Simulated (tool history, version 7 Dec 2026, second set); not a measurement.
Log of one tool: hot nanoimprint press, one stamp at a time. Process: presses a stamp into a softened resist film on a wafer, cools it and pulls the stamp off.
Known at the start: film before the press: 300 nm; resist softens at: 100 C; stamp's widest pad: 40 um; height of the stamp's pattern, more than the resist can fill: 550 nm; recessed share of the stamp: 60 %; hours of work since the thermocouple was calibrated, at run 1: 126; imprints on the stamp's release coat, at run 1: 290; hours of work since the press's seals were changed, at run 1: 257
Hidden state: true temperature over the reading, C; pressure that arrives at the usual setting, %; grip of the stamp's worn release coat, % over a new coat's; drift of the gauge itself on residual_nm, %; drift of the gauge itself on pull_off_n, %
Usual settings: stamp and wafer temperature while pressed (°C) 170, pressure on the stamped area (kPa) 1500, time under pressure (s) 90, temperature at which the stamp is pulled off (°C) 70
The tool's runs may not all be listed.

| run | hour | stamp and wafer temperature while pressed (°C) | pressure on the stamped area (kPa) | time under pressure (s) | temperature at which the stamp is pulled off (°C) | hours of work since the thermocouple was calibrated | imprints on the stamp's release coat | hours of work since the press's seals were changed | resist left under the stamp's widest pad (Å) | greatest force while the stamp is pulled off (N) |
|---|---|---|---|---|---|---|---|---|---|---|
| 1 | 0.0 | 170 | 1500 | 90 | 70 | 126 | 290 | 257 | 1223 | 260 |
| 2 | 10.4 | 170 | 1500 | 90 | 70 | 131 | 326 | 262 | 1216 | 259 |
| 3 | 26.5 | 170 | 1500 | 111 | 70 | 139 | 381 | 270 | 1126 | 281 |
| 4 | 42.4 | 170 | 1500 | 111 | 70 | 147 | 436 | 278 | 1125 | 277 |
| 5 | 53.9 | 161 | 1500 | 90 | 70 | 153 | 475 | 284 | 1653 | 284 |
| 6 | 68.7 | 161 | 1500 | 90 | 70 | 160 | 526 | 291 | 1660 | 288 |
| 7 | 85.8 | 161 | 1500 | 90 | 70 | 169 | 585 | 300 | 1661 | 293 |
| 8 | 94.8 | 170 | 1500 | 85 | 70 | 173 | 616 | 304 | 1256 | 300 |
| 9 | 113.9 | 170 | 1500 | 85 | 70 | 183 | 682 | 314 | 1257 | 302 |
|  | 118.6 | plate thermocouple calibrated |
| 10 | 133.7 | 170 | 1500 | 90 | 66 | 8 | 739 | 322 | 1225 | 330 |
| 11 | 148.6 | 170 | 1500 | 90 | 70 | 15 | 791 | 330 | 1229 | 315 |
| 12 | 165.7 | 170 | 1500 | 91 | 70 | 23 | 849 | 338 | 1230 | 323 |
|  | 183.2 | plate thermocouple calibrated, once more |
| 13 | 185.0 | 170 | 1500 | 91 | 70 | 1 | 905 | 346 | 1202 | 319 |
| 14 | 201.5 | 170 | 1500 | 91 | 70 | 9 | 962 | 355 | 1210 | 331 |
| 15 | 213.8 | 170 | 1500 | 91 | 70 | 15 | 1004 | 361 | 1208 | 332 |
| 16 | 228.9 | 170 | 1500 | 90 | 70 | 23 | 1056 | 368 | 1213 | 339 |
| 17 | 247.4 | 176 | 1500 | 90 | 75 | 32 | 1120 | 377 | 995 | 309 |
| 18 | 265.4 | 167 | 940 | 53 | 75 | 41 | 1182 | 386 | 1918 | 309 |
| 19 | 278.5 | 170 | 2340 | 65 | 70 | 48 | 1227 | 393 | 1142 | 348 |
| 20 | 291.6 | 170 | 2340 | 65 | 70 | 54 | 1271 | 399 | 1142 | 371 |
| 21 | 310.8 | 171 | 2340 | 91 | 70 | 64 | 1337 | 409 | 958 | 371 |
| 22 | 327.6 | 171 | 2340 | 91 | 70 | 72 | 1395 | 417 | 965 | 379 |
|  | 340.7 | stamp cleaned and given a new release coat |
| 23 | 344.2 | 176 | 1500 | 53 | 59 | 77 | 12 | 423 | 1241 | 295 |
| 24 | 358.4 | 176 | 1500 | 56 | 61 | 84 | 60 | 430 | 1210 | 276 |
| 25 | 374.6 | 176 | 1500 | 56 | 61 | 92 | 116 | 438 | 1212 | 288 |
| 26 | 391.9 | 176 | 1500 | 56 | 61 | 101 | 176 | 447 | 1211 | 286 |
| 27 | 406.3 | 176 | 1500 | 56 | 61 | 108 | 225 | 454 | 1226 | 296 |
| 28 | 424.0 | 177 | 1700 | 143 | 61 | 117 | 286 | 463 | 747 | 310 |
| 29 | 435.4 | 163 | 1500 | 68 | 65 | 123 | 325 | 468 | 1701 | 291 |
| 30 | 455.1 | 178 | 1100 | 68 | 65 | 133 | 393 | 478 | 1212 | 296 |
| 31 | 467.3 | 171 | 1500 | 90 | 70 | 139 | 435 | 484 | 1185 | 265 |

3 ways to go on from here, each from the tool as it stands after run 31. What would each give?
| A | 476.2 | 171 | 1500 | 90 | 61 | 143 | 465 | 489 | ? | ? |
| B | 476.2 | 181 | 2260 | 90 | 57 | 143 | 465 | 489 | ? | ? |
| C | 476.2 | 165 | 1230 | 90 | 70 | 143 | 465 | 489 | ? | ? |

| run | resist left under the stamp's widest pad (Å) | greatest force while the stamp is pulled off (N) |
|---|---|---|
| A | 1191 | 341 |
| B | 695 | 356 |
| C | 1578 | 277 |
Without the tool's hidden state the same runs would have given:
| run | resist left under the stamp's widest pad (Å) | greatest force while the stamp is pulled off (N) |
|---|---|---|
| A | 1174 | 287 |
| B | 677 | 300 |
| C | 1563 | 233 |
